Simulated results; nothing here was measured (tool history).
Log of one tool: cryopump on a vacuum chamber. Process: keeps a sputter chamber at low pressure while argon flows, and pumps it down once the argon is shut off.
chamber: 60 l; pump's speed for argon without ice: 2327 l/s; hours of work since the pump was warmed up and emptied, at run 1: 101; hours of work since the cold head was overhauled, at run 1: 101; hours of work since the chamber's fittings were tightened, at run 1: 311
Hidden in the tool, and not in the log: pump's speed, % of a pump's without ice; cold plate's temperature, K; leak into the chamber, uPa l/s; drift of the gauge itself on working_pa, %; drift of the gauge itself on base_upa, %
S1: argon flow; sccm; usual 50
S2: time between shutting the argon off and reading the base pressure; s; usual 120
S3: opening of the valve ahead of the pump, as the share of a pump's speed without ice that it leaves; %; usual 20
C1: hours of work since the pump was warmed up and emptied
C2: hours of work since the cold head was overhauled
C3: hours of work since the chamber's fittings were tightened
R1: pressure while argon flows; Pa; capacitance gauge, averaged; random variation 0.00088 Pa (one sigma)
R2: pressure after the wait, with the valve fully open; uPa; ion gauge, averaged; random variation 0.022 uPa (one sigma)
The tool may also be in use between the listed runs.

| run | hour | S1 | S2 | S3 | C1 | C2 | C3 | R1 | R2 |
|---|---|---|---|---|---|---|---|---|---|
| 1 | 0 | 50 | 120 | 20 | 101 | 101 | 311 | 0.1836 | 0.86 |
| 2 | 6.5 | 50 | 120 | 20 | 107 | 107 | 317 | 0.1861 | 0.9 |
| 3 | 16.6 | 50 | 120 | 20 | 115 | 115 | 325 | 0.1868 | 0.93 |
| 4 | 23.3 | 50 | 120 | 20 | 121 | 121 | 331 | 0.1858 | 0.89 |
| 5 | 32.3 | 50 | 120 | 20 | 128 | 128 | 338 | 0.1848 | 0.93 |
| 6 | 47.7 | 50 | 120 | 20 | 141 | 141 | 351 | 0.1846 | 0.95 |
| 7 | 62.5 | 50 | 120 | 20 | 153 | 153 | 364 | 0.185 | 0.93 |
| 8 | 71.4 | 50 | 120 | 20 | 161 | 161 | 371 | 0.1855 | 0.93 |
| 9 | 86.6 | 50 | 120 | 20 | 174 | 174 | 384 | 0.1867 | 0.97 |
| 10 | 99.9 | 50 | 20 | 20 | 185 | 185 | 395 | 0.1854 | 3.53 |
| 11 | 108.7 | 50 | 20 | 20 | 192 | 192 | 402 | 0.1868 | 3.66 |
| 12 | 117.3 | 50 | 20 | 20 | 199 | 199 | 410 | 0.1876 | 3.51 |
| 13 | 129.5 | 50 | 20 | 20 | 209 | 209 | 420 | 0.1863 | 3.57 |
| 14 | 139.1 | 50 | 20 | 20 | 218 | 218 | 428 | 0.1872 | 3.51 |
| 15 | 153.4 | 50 | 20 | 20 | 229 | 229 | 440 | 0.187 | 3.55 |
| 16 | 164.8 | 50 | 20 | 20 | 239 | 239 | 449 | 0.1872 | 3.61 |
| 17 | 177.5 | 50 | 20 | 26 | 250 | 250 | 460 | 0.1461 | 3.71 |
| 18 | 185.2 | 99 | 120 | 18 | 256 | 256 | 466 | 0.4139 | 1.09 |
| 19 | 199.2 | 94 | 88 | 40 | 268 | 268 | 478 | 0.1826 | 1.26 |
| 20 | 212.2 | 40 | 88 | 36 | 279 | 279 | 489 | 0.0852 | 1.3 |
| 21 | 221.8 | 40 | 32 | 36 | 287 | 287 | 497 | 0.0861 | 2.49 |
| 22 | 231.7 | 33 | 32 | 36 | 295 | 295 | 505 | 0.0719 | 2.54 |
| 23 | 245.8 | 31 | 120 | 44 | 307 | 307 | 517 | 0.0568 | 1.14 |
| 24 | 257.7 | 31 | 120 | 44 | 317 | 317 | 527 | 0.0566 | 1.14 |
| 25 | 264.8 | 32 | 29 | 25 | 323 | 323 | 533 | 0.098 | 2.77 |
| 26 | 272.4 | 32 | 29 | 25 | 329 | 329 | 539 | 0.0999 | 2.76 |
| 27 | 283.4 | 65 | 120 | 20 | 338 | 338 | 549 | 0.2481 | 1.19 |
| 28 | 298.1 | 50 | 72 | 20 | 351 | 351 | 561 | 0.19 | 1.51 |
| 29 | 313.2 | 50 | 72 | 20 | 363 | 363 | 573 | 0.1908 | 1.54 |

Forecast each of these 3 alternatives for the next run:
| A | 323.9 | 22 | 32 | 43 | 372 | 372 | 582 | ? | ? |
| B | 323.9 | 77 | 120 | 50 | 372 | 372 | 582 | ? | ? |
| C | 323.9 | 25 | 86 | 25 | 372 | 372 | 582 | ? | ? |

| run | R1 | R2 |
|---|---|---|
| A | 0.0418 | 2.56 |
| B | 0.1279 | 1.19 |
| C | 0.0789 | 1.44 |
Without the tool's hidden state the same runs would have given:
| run | R1 | R2 |
|---|---|---|
| A | 0.0374 | 2 |
| B | 0.1125 | 0.62 |
| C | 0.0739 | 0.87 |
